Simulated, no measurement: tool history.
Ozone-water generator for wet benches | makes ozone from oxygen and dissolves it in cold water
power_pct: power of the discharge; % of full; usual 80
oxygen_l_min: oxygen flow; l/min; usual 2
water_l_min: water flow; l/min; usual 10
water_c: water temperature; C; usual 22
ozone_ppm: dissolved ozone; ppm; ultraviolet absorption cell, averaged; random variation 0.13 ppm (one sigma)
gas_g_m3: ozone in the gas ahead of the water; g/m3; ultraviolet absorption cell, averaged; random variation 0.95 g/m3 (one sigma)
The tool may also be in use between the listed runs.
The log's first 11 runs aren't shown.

{"day": 16.896, "done": "water thermometer calibrated"}
{"day": 17.542, "done": "gauge calibrated"}
{"run": 12, "day": 17.925, "power_pct": 80, "oxygen_l_min": 2, "water_l_min": 10, "water_c": 22, "ozone_ppm": 14.4, "gas_g_m3": 160.9}
{"run": 13, "day": 19.583, "power_pct": 80, "oxygen_l_min": 2, "water_l_min": 10, "water_c": 22, "ozone_ppm": 14.1, "gas_g_m3": 162.8}
{"run": 14, "day": 21.125, "power_pct": 80, "oxygen_l_min": 2, "water_l_min": 10, "water_c": 22, "ozone_ppm": 14.5, "gas_g_m3": 162.8}
{"run": 15, "day": 23.262, "power_pct": 80, "oxygen_l_min": 2, "water_l_min": 10, "water_c": 18, "ozone_ppm": 14.9, "gas_g_m3": 163.5}
{"run": 16, "day": 24.442, "power_pct": 80, "oxygen_l_min": 2, "water_l_min": 10, "water_c": 18, "ozone_ppm": 14.8, "gas_g_m3": 163.6}
{"run": 17, "day": 25.904, "power_pct": 73, "oxygen_l_min": 1.68, "water_l_min": 10, "water_c": 18, "ozone_ppm": 13.4, "gas_g_m3": 168.7}
{"run": 18, "day": 27.912, "power_pct": 73, "oxygen_l_min": 1.68, "water_l_min": 10, "water_c": 18, "ozone_ppm": 13.8, "gas_g_m3": 168.6}
{"run": 19, "day": 29.092, "power_pct": 48, "oxygen_l_min": 1.35, "water_l_min": 7, "water_c": 14, "ozone_ppm": 14.3, "gas_g_m3": 137.6}
{"run": 20, "day": 30.483, "power_pct": 48, "oxygen_l_min": 1.35, "water_l_min": 7, "water_c": 14, "ozone_ppm": 14.2, "gas_g_m3": 141.1}
{"run": 21, "day": 31.871, "power_pct": 48, "oxygen_l_min": 1.54, "water_l_min": 12, "water_c": 20, "ozone_ppm": 8.2, "gas_g_m3": 132.4}
{"run": 22, "day": 32.938, "power_pct": 48, "oxygen_l_min": 1.54, "water_l_min": 12, "water_c": 20, "ozone_ppm": 8.1, "gas_g_m3": 130.1}
{"run": 23, "day": 34.117, "power_pct": 83, "oxygen_l_min": 1.54, "water_l_min": 8, "water_c": 20, "ozone_ppm": 17.7, "gas_g_m3": 197.2}
{"run": 24, "day": 36.042, "power_pct": 66, "oxygen_l_min": 2.26, "water_l_min": 11, "water_c": 22, "ozone_ppm": 11.7, "gas_g_m3": 134.1}
{"run": 25, "day": 37.712, "power_pct": 60, "oxygen_l_min": 2.26, "water_l_min": 12, "water_c": 22, "ozone_ppm": 9.7, "gas_g_m3": 127.3}
{"run": 26, "day": 38.692, "power_pct": 83, "oxygen_l_min": 2, "water_l_min": 10, "water_c": 22, "ozone_ppm": 14.5, "gas_g_m3": 172.1}
{"run": 27, "day": 40.454, "power_pct": 61, "oxygen_l_min": 1.93, "water_l_min": 8, "water_c": 21, "ozone_ppm": 13.9, "gas_g_m3": 140.6}
{"run": 28, "day": 41.942, "power_pct": 67, "oxygen_l_min": 1.78, "water_l_min": 8, "water_c": 21, "ozone_ppm": 15.3, "gas_g_m3": 156}
{"run": 29, "day": 44.042, "power_pct": 80, "oxygen_l_min": 2, "water_l_min": 10, "water_c": 24, "ozone_ppm": 14, "gas_g_m3": 169.2}
{"run": 30, "day": 45.108, "power_pct": 90, "oxygen_l_min": 2, "water_l_min": 10, "water_c": 17, "ozone_ppm": 16.4, "gas_g_m3": 184.5}
{"run": 31, "day": 46.208, "power_pct": 90, "oxygen_l_min": 2, "water_l_min": 10, "water_c": 17, "ozone_ppm": 16.5, "gas_g_m3": 184.9}
{"run": 32, "day": 47.488, "power_pct": 57, "oxygen_l_min": 2, "water_l_min": 14, "water_c": 22, "ozone_ppm": 8.1, "gas_g_m3": 132.5}

Forecast each of these 4 alternatives for the next run:
{"run": "A", "day": 49.65, "power_pct": 57, "oxygen_l_min": 2.57, "water_l_min": 14, "water_c": 22, "ozone_ppm": "?", "gas_g_m3": "?"}
{"run": "B", "day": 49.65, "power_pct": 54, "oxygen_l_min": 1.71, "water_l_min": 7, "water_c": 22, "ozone_ppm": "?", "gas_g_m3": "?"}
{"run": "C", "day": 49.65, "power_pct": 80, "oxygen_l_min": 3.19, "water_l_min": 11, "water_c": 16, "ozone_ppm": "?", "gas_g_m3": "?"}
{"run": "D", "day": 49.65, "power_pct": 57, "oxygen_l_min": 2, "water_l_min": 14, "water_c": 29, "ozone_ppm": "?", "gas_g_m3": "?"}

run=A ozone_ppm=8.2 gas_g_m3=116.1
run=B ozone_ppm=14.1 gas_g_m3=139.8
run=C ozone_ppm=14.3 gas_g_m3=132.4
run=D ozone_ppm=7.6 gas_g_m3=133.8
Without the tool's hidden state the same runs would have given:
run=A ozone_ppm=8.2 gas_g_m3=110.2
run=B ozone_ppm=14.1 gas_g_m3=132.6
run=C ozone_ppm=14.4 gas_g_m3=125.7
run=D ozone_ppm=7.6 gas_g_m3=126.9

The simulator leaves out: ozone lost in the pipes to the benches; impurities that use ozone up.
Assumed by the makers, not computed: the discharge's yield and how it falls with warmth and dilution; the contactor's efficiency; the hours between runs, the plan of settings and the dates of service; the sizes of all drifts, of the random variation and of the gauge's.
